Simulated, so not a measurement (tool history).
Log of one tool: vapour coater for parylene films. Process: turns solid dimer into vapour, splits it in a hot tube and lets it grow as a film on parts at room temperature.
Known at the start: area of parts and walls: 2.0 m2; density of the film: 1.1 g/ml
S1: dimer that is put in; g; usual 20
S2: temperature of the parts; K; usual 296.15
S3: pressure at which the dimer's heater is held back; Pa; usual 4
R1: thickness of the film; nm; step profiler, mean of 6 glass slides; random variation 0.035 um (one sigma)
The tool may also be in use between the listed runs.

| run | hour | S1 | S2 | S3 | R1 |
|---|---|---|---|---|---|
| 1 | 0 | 20 | 296.15 | 4 | 5990 |
| 2 | 19.2 | 15 | 296.15 | 4 | 4540 |
| 3 | 46.6 | 20 | 296.15 | 4.15 | 5970 |
| 4 | 75 | 20 | 296.15 | 4.15 | 5930 |
| 5 | 96 | 20 | 296.15 | 4.15 | 5910 |
| 6 | 110.7 | 20 | 296.15 | 4 | 6000 |
| 7 | 126.2 | 20 | 296.15 | 4 | 5970 |
| 8 | 149.7 | 20 | 296.15 | 4 | 5940 |
| 9 | 172.9 | 20 | 296.15 | 4 | 5860 |
| 10 | 190.8 | 20 | 296.15 | 4 | 5910 |
| 11 | 220.4 | 20 | 296.15 | 4 | 5850 |
| 12 | 250.7 | 20 | 296.15 | 9.52 | 5010 |
| 13 | 279.5 | 20 | 306.15 | 9.52 | 4210 |
| 14 | 307.1 | 20 | 306.15 | 9.52 | 4180 |
| 15 | 330.8 | 20 | 306.15 | 9.52 | 4170 |
| 16 | 353.9 | 29 | 289.15 | 9.54 | 9090 |
| 17 | 371.4 | 29 | 289.15 | 9.54 | 9020 |
| 18 | 393.1 | 11 | 305.15 | 6.43 | 2500 |
| 19 | 420.5 | 8 | 299.15 | 6.43 | 2120 |
| 20 | 434.1 | 8 | 299.15 | 6.43 | 2080 |
| 21 | 448.8 | 8 | 289.15 | 2.21 | 3210 |
| 22 | 469.8 | 20 | 297.15 | 5.56 | 5630 |
| 23 | 495.7 | 20 | 290.15 | 4.13 | 7180 |
| 24 | 514.4 | 20 | 290.15 | 4.13 | 7170 |
| 25 | 534.2 | 18 | 304.15 | 2.8 | 4950 |
| 26 | 552.5 | 18 | 304.15 | 2.8 | 4980 |
| 27 | 572.6 | 20 | 291.15 | 8.68 | 6050 |
| 28 | 588.3 | 15 | 305.15 | 4 | 3740 |
| 29 | 604.4 | 20 | 303.15 | 2.99 | 5540 |
| 30 | 623.7 | 27 | 303.15 | 2.99 | 7470 |

Not shown: 3 entries that the log had between the listed runs. Between which runs, and how does the tool's hidden state differ before and after?
Between runs 12 and 13: trap's valve overhauled (hour 278.8)
  vapour lost through the trap's worn valve, %: 6.4 -> 0.5; true temperature of the parts over the reading, C: 0.48 -> 0.49
  measured less the result without the state, R1: -400 -> -70 nm
Between runs 16 and 17: table's thermometer calibrated (hour 357.1)
  vapour lost through the trap's worn valve, %: 1.1 -> 1.2; true temperature of the parts over the reading, C: 0.53 -> 0.72
  measured less the result without the state, R1: -220 -> -270 nm
Between runs 22 and 23: table's thermometer calibrated, once more (hour 492.3)
  vapour lost through the trap's worn valve, %: 2 -> 2.2; true temperature of the parts over the reading, C: 0.77 -> -0.12
  measured less the result without the state, R1: -220 -> -150 nm
